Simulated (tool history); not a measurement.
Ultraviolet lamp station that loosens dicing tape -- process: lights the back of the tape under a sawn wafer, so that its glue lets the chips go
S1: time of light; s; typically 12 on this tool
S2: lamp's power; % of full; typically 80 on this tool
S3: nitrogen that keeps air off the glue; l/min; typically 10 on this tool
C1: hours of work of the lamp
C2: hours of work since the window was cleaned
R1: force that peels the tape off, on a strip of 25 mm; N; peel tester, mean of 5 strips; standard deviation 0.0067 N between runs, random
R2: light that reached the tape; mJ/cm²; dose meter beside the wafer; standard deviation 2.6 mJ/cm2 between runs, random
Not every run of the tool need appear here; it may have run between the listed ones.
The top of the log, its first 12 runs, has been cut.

run	day	S1	S2	S3	C1	C2	R1	R2
13	18.138	15	80	10	530	393	0.262	302
14	19.508	15	80	10	552	416	0.278	305
15	20.600	12	80	14	570	433	0.364	240
16	21.783	13	72	14	589	453	0.412	230
# day 22.488: window cleaned of glue's vapour
17	23.775	13	72	14	622	21	0.279	264
18	24.858	21	72	4	639	39	0.318	428
19	25.704	12	80	18	653	53	0.223	264
20	26.771	12	66	10	671	70	0.580	219
21	27.638	12	66	10	685	84	0.590	219
22	29.092	8	97	5	709	108	1.092	208
23	30.846	8	97	5	737	137	1.097	208
24	31.683	22	87	5	751	151	0.172	501
25	33.325	8	65	10	778	177	1.398	133
26	34.312	7	78	5	794	194	1.836	138
27	35.429	12	80	6	812	212	0.779	241
28	36.246	14	67	9	826	225	0.569	231

Estimate the outcome of run 29 from the log above:
# day 36.746: lamp changed
29	37.104	14	67	9	6	239	?	?

R1: 0.339 N
R2: 292 mJ/cm²
With the hidden condition absent and the run-to-run variation left alone, this run would have shown R1 0.268 N, R2 324 mJ/cm².
